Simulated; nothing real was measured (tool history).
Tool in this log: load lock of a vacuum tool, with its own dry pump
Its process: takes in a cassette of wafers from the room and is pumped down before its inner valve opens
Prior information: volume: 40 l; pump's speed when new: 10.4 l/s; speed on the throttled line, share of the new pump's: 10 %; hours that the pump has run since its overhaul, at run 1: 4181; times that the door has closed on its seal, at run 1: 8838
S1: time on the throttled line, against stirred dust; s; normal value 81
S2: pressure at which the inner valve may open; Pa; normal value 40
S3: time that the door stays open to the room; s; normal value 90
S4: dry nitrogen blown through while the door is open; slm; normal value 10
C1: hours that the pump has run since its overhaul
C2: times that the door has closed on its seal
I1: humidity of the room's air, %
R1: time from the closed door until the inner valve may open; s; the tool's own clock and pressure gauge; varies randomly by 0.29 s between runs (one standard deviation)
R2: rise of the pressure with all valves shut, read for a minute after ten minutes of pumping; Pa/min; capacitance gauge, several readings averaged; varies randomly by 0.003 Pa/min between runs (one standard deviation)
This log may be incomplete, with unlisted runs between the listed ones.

run    hour   S1  S2   S3  S4     C1     C2    I1     R1     R2
  1       0   81  40   90  10   4181   8838  42.4  104.4  0.066
  2   274.6   81  40   90  10   4455   9670  46.8  104.3  0.071
  3     527  103  40   90  10   4708  10435  42.4  124.5  0.065
  4   875.7  103  40   90  10   5056  11493  43.4  124.6  0.071
  5  1156.2   81  40   90  10   5337  12343  45.1  104.4  0.067
  6  1536.2   66  40   90  10   5717  13495  46.5     92  0.081
  7  1855.1   81  40   90  10   6036  14462  47.4  104.9  0.085
  8  2193.1   81  40   90  10   6374  15486  47.8  105.1  0.084
  9  2417.8   97  40   90  10   6598  16167  48.4  119.9  0.087
 10  2805.8   97  40   90  10   6986  17344  44.6  119.8  0.079
 11  3038.6   81  40   90  19   7219  18049  45.1  105.4  0.075
 12  3388.1   81  40   90  19   7569  19109  45.9  106.3  0.082
 13  3647.8  124  33  226  24   7828  19897  45.5  144.7  0.108
 14  3840.3   90  80   37   4   8021  20480  45.3  110.7  0.079
 15  4085.7   90  80   37   4   8266  21224  43.6  111.2  0.084
 16  4464.8   90  80   37   4   8645  22373  44.7    111  0.085
 17  4891.2   90  80   37   4   9072  23666  48.3  111.1  0.091
 18  5297.8   90  37   37   4   9478  24899  42.8  114.7  0.093
 19    5587   90  68   37  21   9768  25775  47.3    111  0.085
 20  5934.7  135  38  106  17  10115  26830    42  154.4  0.108
 21  6263.7   74  62   90  10  10444  27827  43.6   98.5  0.115
 22  6458.3   57  39  148   5  10639  28417  43.7   85.8  0.151
 23  6740.9   41  40   90  10  10921  29274  45.9   71.5  0.127

Predict each of these 5 candidate next runs independently; none follows another, all start after run 23:
  A  7134.1   85  63  75  10  11315  30466    48   ?   ?
  B  7134.1   41  65  25  10  11315  30466  43.7   ?   ?
  C  7134.1   41  40  36  10  11315  30466  45.9   ?   ?
  D  7134.1  138  30  90  44  11315  30466  47.6   ?   ?
  E  7134.1   67  40  40  10  11315  30466  45.1   ?   ?

run     R1     R2
  A  108.2  0.126
  B   69.6  0.099
  C   71.7  0.109
  D  158.4  0.104
  E   94.2  0.109
What these runs would have given with no unlogged condition in the tool:
run     R1     R2
  A  104.6  0.048
  B   65.2  0.022
  C     67  0.032
  D  155.2  0.027
  E   89.9  0.032
